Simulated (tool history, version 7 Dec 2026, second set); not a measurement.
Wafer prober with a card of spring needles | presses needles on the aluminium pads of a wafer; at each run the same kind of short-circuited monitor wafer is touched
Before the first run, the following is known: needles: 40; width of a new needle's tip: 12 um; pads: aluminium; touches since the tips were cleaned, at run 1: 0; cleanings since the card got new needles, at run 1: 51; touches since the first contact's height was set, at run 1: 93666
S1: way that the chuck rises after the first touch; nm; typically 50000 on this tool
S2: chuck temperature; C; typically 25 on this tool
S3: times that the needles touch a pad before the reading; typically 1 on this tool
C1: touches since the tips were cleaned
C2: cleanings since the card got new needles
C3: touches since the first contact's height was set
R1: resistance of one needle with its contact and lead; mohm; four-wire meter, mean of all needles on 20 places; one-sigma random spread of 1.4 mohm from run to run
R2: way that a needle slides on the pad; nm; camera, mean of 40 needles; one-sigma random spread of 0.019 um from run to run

run	hour	S1	S2	S3	C1	C2	C3	R1	R2
1	0.0	50000	25	1	0	51	93666	130	10170
# hour 12.1: tips cleaned on abrasive film
2	16.4	45000	25	1	2272	52	102138	185	9100
# hour 24.1: tips cleaned on abrasive film
3	30.4	45000	25	1	3304	53	109347	196	9100
# hour 36.4: tips cleaned on abrasive film
# hour 42.1: height of the first contact set anew
# hour 47.9: tips cleaned on abrasive film
4	52.8	45000	25	1	2541	55	5527	187	9290
# hour 61.3: tips cleaned on abrasive film
5	66.7	45000	25	1	2836	56	12670	184	9260
# hour 72.5: tips cleaned on abrasive film
# hour 85.5: tips cleaned on abrasive film
6	94.1	50000	45	1	4450	58	26776	194	10300
# hour 97.9: tips cleaned on abrasive film
7	108.1	50000	45	1	5256	59	33948	206	10330
# hour 110.0: tips cleaned on abrasive film
# hour 122.6: tips cleaned on abrasive film
# hour 135.1: tips cleaned on abrasive film
8	137.6	50000	45	1	1323	62	49122	159	10250
# hour 147.7: tips cleaned on abrasive film
# hour 161.0: tips cleaned on abrasive film
9	163.3	50000	45	1	1183	64	62310	153	10220
# hour 174.1: tips cleaned on abrasive film
10	185.0	50000	25	1	5628	65	73513	205	10220
# hour 187.0: tips cleaned on abrasive film
# hour 198.5: tips cleaned on abrasive film
11	201.8	69000	25	1	1725	67	82161	146	14110
# hour 210.3: tips cleaned on abrasive film
# hour 223.2: tips cleaned on abrasive film
12	226.9	39000	25	2	1892	69	95031	167	7880
# hour 235.7: tips cleaned on abrasive film
13	238.9	44000	25	1	1655	70	101219	174	8920
# hour 248.4: tips cleaned on abrasive film
14	258.4	38000	25	1	5183	71	111277	253	7640
# hour 260.7: tips cleaned on abrasive film
# hour 264.3: height of the first contact set anew
# hour 273.2: tips cleaned on abrasive film
# hour 286.1: tips cleaned on abrasive film
15	287.4	47000	25	2	665	74	11844	142	9700
# hour 298.4: tips cleaned on abrasive film
# hour 310.1: tips cleaned on abrasive film
16	312.9	31000	25	2	1436	76	24946	177	6350
# hour 321.6: tips cleaned on abrasive film
# hour 333.5: tips cleaned on abrasive film
17	338.9	50000	30	1	2765	78	38327	178	10260
# hour 344.7: tips cleaned on abrasive film
# hour 357.1: tips cleaned on abrasive film
18	358.6	50000	30	1	792	80	48455	149	10250
# hour 369.4: tips cleaned on abrasive film
# hour 380.9: tips cleaned on abrasive film
19	381.9	49000	30	3	521	82	60447	131	10020
# hour 392.5: tips cleaned on abrasive film
20	395.3	50000	25	1	1468	83	67326	160	10210
# hour 403.9: tips cleaned on abrasive film
# hour 415.6: tips cleaned on abrasive film
21	420.2	50000	25	1	2385	85	80151	181	10180
# hour 427.8: tips cleaned on abrasive film
# hour 439.3: tips cleaned on abrasive film
22	448.9	53000	27	1	4983	87	94912	197	10750

Consider 4 possible next runs. They are alternatives, not a sequence: every one starts from the tool as it was left by run 22. What does each give?
# hour 451.1: tips cleaned on abrasive film
# hour 463.0: tips cleaned on abrasive film
A	469.0	69000	79	1	3155	89	105252	?	?
# hour 451.1: tips cleaned on abrasive film
# hour 463.0: tips cleaned on abrasive film
B	469.0	65000	51	1	3155	89	105252	?	?
# hour 451.1: tips cleaned on abrasive film
# hour 463.0: tips cleaned on abrasive film
C	469.0	50000	25	2	3155	89	105252	?	?
# hour 451.1: tips cleaned on abrasive film
# hour 463.0: tips cleaned on abrasive film
D	469.0	53000	27	1	3155	89	105252	?	?

run	R1	R2
A	164	14130
B	167	13270
C	162	10160
D	183	10740
With no hidden state in the tool, these same runs would have given:
run	R1	R2
A	129	14320
B	127	13460
C	123	10350
D	125	10930
